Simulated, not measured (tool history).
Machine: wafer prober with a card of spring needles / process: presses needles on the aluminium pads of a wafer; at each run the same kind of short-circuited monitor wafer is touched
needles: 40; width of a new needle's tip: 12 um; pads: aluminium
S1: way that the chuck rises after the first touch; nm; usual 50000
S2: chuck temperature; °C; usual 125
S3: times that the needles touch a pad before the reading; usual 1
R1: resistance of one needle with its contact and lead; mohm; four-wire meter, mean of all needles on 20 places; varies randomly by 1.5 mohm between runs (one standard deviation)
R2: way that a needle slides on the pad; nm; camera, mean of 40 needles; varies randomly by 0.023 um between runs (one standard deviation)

run	hour	S1	S2	S3	R1	R2
1	0.0	50000	125	1	194	9090
# hour 1.8: tips cleaned on abrasive film
# hour 6.7: tips cleaned on abrasive film
2	6.7	63000	125	1	134	11470
# hour 11.6: tips cleaned on abrasive film
# hour 16.0: tips cleaned on abrasive film
# hour 20.2: tips cleaned on abrasive film
3	21.2	63000	125	1	147	11460
# hour 22.6: height of the first contact set anew
# hour 25.6: tips cleaned on abrasive film
# hour 30.6: tips cleaned on abrasive film
# hour 34.7: tips cleaned on abrasive film
4	35.8	63000	125	1	148	11930
# hour 39.0: tips cleaned on abrasive film
# hour 43.8: tips cleaned on abrasive film
# hour 48.0: tips cleaned on abrasive film
5	48.0	63000	125	1	133	11930
# hour 52.5: tips cleaned on abrasive film
# hour 57.6: tips cleaned on abrasive film
6	58.4	63000	125	1	139	11890
# hour 62.3: tips cleaned on abrasive film
7	65.5	42000	125	1	212	7900
# hour 66.7: tips cleaned on abrasive film
# hour 71.2: tips cleaned on abrasive film
# hour 75.8: tips cleaned on abrasive film
# hour 80.8: tips cleaned on abrasive film
8	80.9	42000	125	1	148	7870
# hour 85.5: tips cleaned on abrasive film
# hour 90.0: tips cleaned on abrasive film
# hour 95.1: tips cleaned on abrasive film
9	95.9	41000	125	3	150	7630
# hour 99.5: tips cleaned on abrasive film
# hour 104.4: tips cleaned on abrasive film
10	106.6	41000	26	1	194	7630
# hour 109.4: tips cleaned on abrasive film
# hour 114.5: tips cleaned on abrasive film
# hour 118.8: tips cleaned on abrasive film
11	120.2	41000	26	3	141	7570
# hour 123.0: tips cleaned on abrasive film
# hour 127.8: tips cleaned on abrasive film
# hour 132.5: tips cleaned on abrasive film
12	135.9	41000	26	3	158	7540

What if the next run were any one of these 5? Each begins from the tool's condition after run 12:
# hour 137.4: tips cleaned on abrasive film
# hour 141.6: tips cleaned on abrasive film
A	142.7	41000	39	2	?	?
# hour 137.4: tips cleaned on abrasive film
# hour 141.6: tips cleaned on abrasive film
B	142.7	43000	125	2	?	?
# hour 137.4: tips cleaned on abrasive film
# hour 141.6: tips cleaned on abrasive film
C	142.7	31000	26	2	?	?
# hour 137.4: tips cleaned on abrasive film
# hour 141.6: tips cleaned on abrasive film
D	142.7	42000	31	1	?	?
# hour 137.4: tips cleaned on abrasive film
# hour 141.6: tips cleaned on abrasive film
E	142.7	53000	68	1	?	?

run	R1	R2
A	152	7550
B	157	7920
C	171	5660
D	163	7750
E	151	9820
Stripped of hidden state, with their random variation kept, the same runs would have yielded:
run	R1	R2
A	125	7770
B	135	8150
C	126	5890
D	121	7970
E	124	10050
